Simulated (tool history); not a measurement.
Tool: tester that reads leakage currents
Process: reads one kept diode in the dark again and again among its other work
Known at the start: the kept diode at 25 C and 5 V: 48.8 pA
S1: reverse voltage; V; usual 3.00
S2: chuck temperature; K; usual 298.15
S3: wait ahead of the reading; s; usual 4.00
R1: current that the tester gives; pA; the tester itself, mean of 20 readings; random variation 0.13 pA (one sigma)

run 1 hour=0.0 | S1=3.00 S2=298.15 S3=4.00 | R1=39.31
run 2 hour=30.3 | S1=3.00 S2=298.15 S3=4.00 | R1=39.03
run 3 hour=51.1 | S1=3.00 S2=298.15 S3=4.00 | R1=39.45
run 4 hour=76.9 | S1=3.00 S2=298.15 S3=4.00 | R1=39.13
run 5 hour=112.2 | S1=3.00 S2=298.15 S3=4.00 | R1=39.11
run 6 hour=140.2 | S1=3.00 S2=298.15 S3=4.00 | R1=39.48
run 7 hour=159.0 | S1=3.00 S2=298.15 S3=4.00 | R1=39.37
run 8 hour=196.9 | S1=3.00 S2=298.15 S3=4.91 | R1=39.06
run 9 hour=222.3 | S1=3.00 S2=298.15 S3=2.67 | R1=39.40
run 10 hour=255.5 | S1=3.00 S2=298.15 S3=2.67 | R1=39.39
run 11 hour=287.7 | S1=3.00 S2=298.15 S3=4.00 | R1=39.24
run 12 hour=310.7 | S1=1.09 S2=310.15 S3=0.76 | R1=70.75
run 13 hour=345.8 | S1=1.09 S2=310.15 S3=0.76 | R1=70.78
run 14 hour=383.9 | S1=19.86 S2=293.15 S3=9.03 | R1=57.14
run 15 hour=414.9 | S1=19.86 S2=293.15 S3=6.63 | R1=57.47

Forecast run 16:
run 16 hour=448.4 | S1=19.86 S2=293.15 S3=6.63 | R1=?

R1: 57.45 pA
Without the tool's hidden state the same run would have given R1 57.42 pA.
